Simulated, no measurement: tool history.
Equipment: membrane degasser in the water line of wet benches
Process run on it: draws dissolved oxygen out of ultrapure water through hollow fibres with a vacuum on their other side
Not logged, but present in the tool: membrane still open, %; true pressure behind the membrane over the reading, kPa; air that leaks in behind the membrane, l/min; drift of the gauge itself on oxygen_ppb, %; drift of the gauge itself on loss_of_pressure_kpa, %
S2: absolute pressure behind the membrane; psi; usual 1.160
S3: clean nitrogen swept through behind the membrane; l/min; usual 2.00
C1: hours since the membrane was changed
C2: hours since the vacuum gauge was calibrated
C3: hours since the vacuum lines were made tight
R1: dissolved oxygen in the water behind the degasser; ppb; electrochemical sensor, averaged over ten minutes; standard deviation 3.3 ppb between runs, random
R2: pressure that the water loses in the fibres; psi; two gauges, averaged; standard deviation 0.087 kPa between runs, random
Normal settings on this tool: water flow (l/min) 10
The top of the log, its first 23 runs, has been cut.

Run 24, hour 2764.7: usual settings but water flow (l/min) 7, S2 1.191 psi, S3 1.09 l/min; C1 5797; C2 4571; C3 4204. Result: R1 247.2 ppb, R2 2.966 psi.
Run 25, hour 2847.4: usual settings but water flow (l/min) 9, S2 0.804 psi, S3 1.19 l/min; C1 5879; C2 4653; C3 4286. Result: R1 317.2 ppb, R2 3.836 psi.
Run 26, hour 2944.8: usual settings but water flow (l/min) 9, S2 0.804 psi, S3 1.19 l/min; C1 5977; C2 4751; C3 4384. Result: R1 320.9 ppb, R2 3.823 psi.
At hour 3011.9: vacuum gauge calibrated.
Run 27, hour 3099.7: usual settings but water flow (l/min) 8, S3 4.08 l/min; C1 6131; C2 88; C3 4538. Result: R1 242.5 ppb, R2 3.430 psi.
Run 28, hour 3178.2: usual settings but water flow (l/min) 8, S3 1.79 l/min; C1 6210; C2 166; C3 4617. Result: R1 274.6 ppb, R2 3.427 psi.
Run 29, hour 3308.1: usual settings but water flow (l/min) 8, S3 1.79 l/min; C1 6339; C2 296; C3 4746. Result: R1 274.2 ppb, R2 3.429 psi.
Run 30, hour 3383.2: usual settings but water flow (l/min) 9, S3 0.94 l/min; C1 6415; C2 371; C3 4822. Result: R1 376.4 ppb, R2 3.829 psi.
Run 31, hour 3454.8: usual settings but S2 2.393 psi, S3 4.33 l/min; C1 6486; C2 443; C3 4893. Result: R1 399.2 ppb, R2 4.271 psi.
Run 32, hour 3569.1: usual settings but water flow (l/min) 7, S3 1.61 l/min; C1 6600; C2 557; C3 5008. Result: R1 220.8 ppb, R2 2.985 psi.
At hour 3586.4: seals of the vacuum lines changed.
Run 33, hour 3654.1: usual settings but water flow (l/min) 7, S2 1.069 psi; C1 6683; C2 640; C3 68. Result: R1 204.5 ppb, R2 2.991 psi.

Branching from run 33: 3 alternative next runs. What would each branch give?
Run A, hour 3723.5: usual settings but water flow (l/min) 11, S3 2.74 l/min; C1 6753; C2 710; C3 137. Result: R1 ?, R2 ?.
Run B, hour 3723.5: usual settings but water flow (l/min) 7, S2 2.561 psi; C1 6753; C2 710; C3 137. Result: R1 ?, R2 ?.
Run C, hour 3723.5: usual settings but water flow (l/min) 9, S2 2.540 psi, S3 3.32 l/min; C1 6753; C2 710; C3 137. Result: R1 ?, R2 ?.

run     R1     R2
  A  429.9  4.692
  B  290.4  2.982
  C  363.7  3.846
What these runs would have given with no unlogged condition in the tool:
run     R1     R2
  A  428.8  4.688
  B  289.8  2.979
  C  362.9  3.843

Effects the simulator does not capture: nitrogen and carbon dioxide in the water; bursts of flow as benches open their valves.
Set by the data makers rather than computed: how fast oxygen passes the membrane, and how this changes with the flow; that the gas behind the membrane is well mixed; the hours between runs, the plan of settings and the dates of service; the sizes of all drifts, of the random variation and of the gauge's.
